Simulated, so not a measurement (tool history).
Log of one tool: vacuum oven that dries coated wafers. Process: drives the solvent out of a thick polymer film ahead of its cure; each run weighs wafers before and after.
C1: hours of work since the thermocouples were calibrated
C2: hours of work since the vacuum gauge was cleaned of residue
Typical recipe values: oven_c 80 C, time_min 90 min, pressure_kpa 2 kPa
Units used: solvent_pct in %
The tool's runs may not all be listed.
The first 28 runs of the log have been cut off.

run 29 hour=229.1 | oven_c=77 time_min=101 pressure_kpa=5.41 | C1=664 C2=444 | solvent_pct=9.33
-- hour=231.2 vacuum gauge cleaned of residue and calibrated
run 30 hour=239.6 | oven_c=66 time_min=156 pressure_kpa=1.45 | C1=670 C2=6 | solvent_pct=9.05
run 31 hour=251.2 | oven_c=66 time_min=156 pressure_kpa=1.45 | C1=677 C2=13 | solvent_pct=9.21
run 32 hour=260.8 | oven_c=80 time_min=105 pressure_kpa=4.8 | C1=684 C2=19 | solvent_pct=7.41
run 33 hour=268.3 | oven_c=82 time_min=90 pressure_kpa=3.54 | C1=689 C2=24 | solvent_pct=6.7
-- hour=280.1 vacuum gauge cleaned of residue and calibrated, once more
run 34 hour=280.1 | oven_c=82 time_min=90 pressure_kpa=3.54 | C1=695 C2=0 | solvent_pct=6.8
run 35 hour=286.8 | oven_c=76 time_min=55 pressure_kpa=3.54 | C1=700 C2=4 | solvent_pct=12.11
run 36 hour=293.8 | oven_c=66 time_min=55 pressure_kpa=1.09 | C1=704 C2=9 | solvent_pct=14.42
run 37 hour=299.5 | oven_c=78 time_min=90 pressure_kpa=3.88 | C1=708 C2=13 | solvent_pct=8.69
run 38 hour=307 | oven_c=78 time_min=90 pressure_kpa=3.88 | C1=713 C2=18 | solvent_pct=8.58
run 39 hour=317.1 | oven_c=80 time_min=81 pressure_kpa=2 | C1=720 C2=24 | solvent_pct=7.51
run 40 hour=326.5 | oven_c=80 time_min=92 pressure_kpa=6.35 | C1=726 C2=31 | solvent_pct=8.93
run 41 hour=333.4 | oven_c=80 time_min=92 pressure_kpa=6.35 | C1=731 C2=35 | solvent_pct=8.87
run 42 hour=340.4 | oven_c=80 time_min=158 pressure_kpa=6.1 | C1=735 C2=40 | solvent_pct=6.26
run 43 hour=346 | oven_c=89 time_min=85 pressure_kpa=1.94 | C1=739 C2=43 | solvent_pct=3.74
run 44 hour=352 | oven_c=89 time_min=85 pressure_kpa=1.94 | C1=743 C2=47 | solvent_pct=3.69
run 45 hour=364.3 | oven_c=86 time_min=114 pressure_kpa=1.64 | C1=751 C2=55 | solvent_pct=3.13
run 46 hour=371.6 | oven_c=68 time_min=56 pressure_kpa=6.67 | C1=756 C2=60 | solvent_pct=16.57

Forecast each of these 3 alternatives for the next run:
run A hour=378.7 | oven_c=80 time_min=94 pressure_kpa=2 | C1=760 C2=65 | solvent_pct=?
run B hour=378.7 | oven_c=87 time_min=51 pressure_kpa=3.23 | C1=760 C2=65 | solvent_pct=?
run C hour=378.7 | oven_c=68 time_min=54 pressure_kpa=3.98 | C1=760 C2=65 | solvent_pct=?

run=A solvent_pct=6.56
run=B solvent_pct=8.09
run=C solvent_pct=15.3
With no hidden state in the tool, these same runs would have given:
run=A solvent_pct=6.09
run=B solvent_pct=7.62
run=C solvent_pct=14.92
